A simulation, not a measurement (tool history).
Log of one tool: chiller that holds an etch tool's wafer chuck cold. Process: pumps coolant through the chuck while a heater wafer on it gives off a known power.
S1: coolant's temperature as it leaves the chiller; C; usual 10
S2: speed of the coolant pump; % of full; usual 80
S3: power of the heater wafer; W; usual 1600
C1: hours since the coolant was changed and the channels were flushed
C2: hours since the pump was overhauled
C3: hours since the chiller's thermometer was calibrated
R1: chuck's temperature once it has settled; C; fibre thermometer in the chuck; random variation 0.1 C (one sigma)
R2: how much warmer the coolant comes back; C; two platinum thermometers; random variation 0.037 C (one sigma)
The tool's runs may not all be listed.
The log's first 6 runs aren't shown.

{"run": 7, "hour": 347.4, "S1": 10, "S2": 80, "S3": 1600, "C1": 2213, "C2": 836, "C3": 2213, "R1": 22.4, "R2": 7.23}
{"run": 8, "hour": 423.1, "S1": 10, "S2": 80, "S3": 1600, "C1": 2288, "C2": 912, "C3": 2288, "R1": 22.7, "R2": 7.24}
{"run": 9, "hour": 481.2, "S1": 10, "S2": 80, "S3": 1600, "C1": 2347, "C2": 970, "C3": 2347, "R1": 22.8, "R2": 7.2}
{"run": 10, "hour": 517.2, "S1": 10, "S2": 80, "S3": 1600, "C1": 2383, "C2": 1006, "C3": 2383, "R1": 22.7, "R2": 7.32}
{"run": 11, "hour": 591.6, "S1": 10, "S2": 80, "S3": 1985, "C1": 2457, "C2": 1080, "C3": 2457, "R1": 25.6, "R2": 8.95}
{"run": 12, "hour": 648.4, "S1": 10, "S2": 80, "S3": 1600, "C1": 2514, "C2": 1137, "C3": 2514, "R1": 22.7, "R2": 7.29}
{"run": 13, "hour": 725.2, "S1": 10, "S2": 80, "S3": 1600, "C1": 2591, "C2": 1214, "C3": 2591, "R1": 22.6, "R2": 7.32}
{"run": 14, "hour": 763.3, "S1": 10, "S2": 80, "S3": 1600, "C1": 2629, "C2": 1252, "C3": 2629, "R1": 22.7, "R2": 7.33}
{"hour": 772.6, "done": "coolant pump overhauled"}
{"run": 15, "hour": 831.3, "S1": 10, "S2": 80, "S3": 1600, "C1": 2692, "C2": 59, "C3": 2692, "R1": 23, "R2": 7.39}
{"run": 16, "hour": 894.1, "S1": 10, "S2": 80, "S3": 1600, "C1": 2754, "C2": 121, "C3": 2754, "R1": 22.8, "R2": 7.31}
{"run": 17, "hour": 965.8, "S1": 16, "S2": 80, "S3": 2091, "C1": 2826, "C2": 193, "C3": 2826, "R1": 32.9, "R2": 9.59}
{"run": 18, "hour": 1046.6, "S1": 3, "S2": 80, "S3": 1110, "C1": 2907, "C2": 274, "C3": 2907, "R1": 12.1, "R2": 5.14}
{"hour": 1072.0, "done": "coolant pump overhauled, once more"}
{"run": 19, "hour": 1113.0, "S1": 3, "S2": 80, "S3": 1110, "C1": 2968, "C2": 41, "C3": 2968, "R1": 12.1, "R2": 4.87}
{"run": 20, "hour": 1184.0, "S1": 3, "S2": 80, "S3": 1110, "C1": 3039, "C2": 112, "C3": 3039, "R1": 12, "R2": 4.89}
{"run": 21, "hour": 1228.1, "S1": 15, "S2": 92, "S3": 1110, "C1": 3083, "C2": 156, "C3": 3083, "R1": 23.4, "R2": 4.24}
{"run": 22, "hour": 1263.5, "S1": 14, "S2": 80, "S3": 1600, "C1": 3119, "C2": 191, "C3": 3119, "R1": 26.8, "R2": 7.13}
{"run": 23, "hour": 1307.0, "S1": 14, "S2": 80, "S3": 1600, "C1": 3162, "C2": 235, "C3": 3162, "R1": 26.9, "R2": 7.14}
{"run": 24, "hour": 1377.3, "S1": 3, "S2": 75, "S3": 1600, "C1": 3233, "C2": 305, "C3": 3233, "R1": 16.4, "R2": 7.59}
{"run": 25, "hour": 1448.8, "S1": 10, "S2": 99, "S3": 1592, "C1": 3304, "C2": 377, "C3": 3304, "R1": 21.3, "R2": 5.71}
{"run": 26, "hour": 1504.1, "S1": 15, "S2": 75, "S3": 1806, "C1": 3359, "C2": 432, "C3": 3359, "R1": 30, "R2": 8.61}

Forecast run 27:
{"run": 27, "hour": 1563.2, "S1": 17, "S2": 61, "S3": 1600, "C1": 3418, "C2": 491, "C3": 3418, "R1": "?", "R2": "?"}

R1: 32.5 C
R2: 9.33 C
Without the tool's hidden state the same run would have given R1 30.9 C, R2 9.23 C.

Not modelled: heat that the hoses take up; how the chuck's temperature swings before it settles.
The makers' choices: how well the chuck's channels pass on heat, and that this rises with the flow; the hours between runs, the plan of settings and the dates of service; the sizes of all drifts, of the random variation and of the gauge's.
